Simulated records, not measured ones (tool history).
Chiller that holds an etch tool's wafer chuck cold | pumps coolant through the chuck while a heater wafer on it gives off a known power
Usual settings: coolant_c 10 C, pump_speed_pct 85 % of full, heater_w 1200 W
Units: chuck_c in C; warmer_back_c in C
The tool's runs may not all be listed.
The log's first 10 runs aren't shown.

run     day  coolant_c  pump_speed_pct  heater_w  hours since the coolant was changed and the channels were flushed  hours since the pump was overhauled  hours since the chiller's thermometer was calibrated  chuck_c  warmer_back_c
 11  11.362         10              85      1200                                                               3046                                 1480                                                   849    17.65           3.06
 12  12.125         10              85      1200                                                               3064                                 1498                                                   867    17.51           3.04
 13  12.958         10              92      1200                                                               3084                                 1518                                                   887    17.19           2.79
 14  13.988         10              92      1200                                                               3109                                 1543                                                   912    17.24           2.78
 15  15.283         10              92      1200                                                               3140                                 1574                                                   943     17.3           2.79
 16  16.517         10              92      1200                                                               3170                                 1603                                                   973    17.11            2.8
 17  18.221          0              72      1200                                                               3211                                 1644                                                  1014     8.68           3.65
 18  19.158          0              72      1200                                                               3233                                 1667                                                  1036      8.8           3.71
 19  20.362          0              60      1200                                                               3262                                 1696                                                  1065    10.31           4.56
 20  21.346          9              98      1200                                                               3286                                 1719                                                  1089    15.83           2.65
 21  22.371         16              69      1200                                                               3310                                 1744                                                  1113    25.14           3.85
 22  23.321         16              69      1200                                                               3333                                 1767                                                  1136    25.22           3.87
 23  24.675          8              85      1200                                                               3366                                 1799                                                  1169    15.73           3.08
 24  25.479          7              76      1244                                                               3385                                 1818                                                  1188    15.78           3.66
 25  26.638          0              80       868                                                               3413                                 1846                                                  1216     5.89           2.34
 26  28.321         11              70      1384                                                               3453                                 1887                                                  1256    21.47           4.38
 27    29.1          3              70       901                                                               3472                                 1905                                                  1275     9.91           2.86
 28  30.708         10              64      1200                                                               3510                                 1944                                                  1313    19.76           4.25
 29  31.421          9              76       857                                                               3527                                 1961                                                  1331    15.06           2.52
 30  32.762         15              78      1200                                                               3560                                 1993                                                  1363     23.3           3.37
 31  33.921         10              85      1087                                                               3587                                 2021                                                  1391    17.05           2.83

Forecast each of these 5 alternatives for the next run:
  A  35.329          8              85      1038                                                               3621                                 2055                                                  1424        ?              ?
  B  35.329         10              74       876                                                               3621                                 2055                                                  1424        ?              ?
  C  35.329         16              73      1087                                                               3621                                 2055                                                  1424        ?              ?
  D  35.329         18              70      1200                                                               3621                                 2055                                                  1424        ?              ?
  E  35.329         17              88      1465                                                               3621                                 2055                                                  1424        ?              ?

run  chuck_c  warmer_back_c
  A    14.75           2.66
  B    16.49           2.67
  C    23.89           3.31
  D    27.08           3.83
  E    26.19           3.63
Without the tool's hidden state the same runs would have given:
run  chuck_c  warmer_back_c
  A     14.3           2.57
  B    16.06           2.59
  C    23.37            3.2
  D     26.5            3.7
  E    25.59           3.51
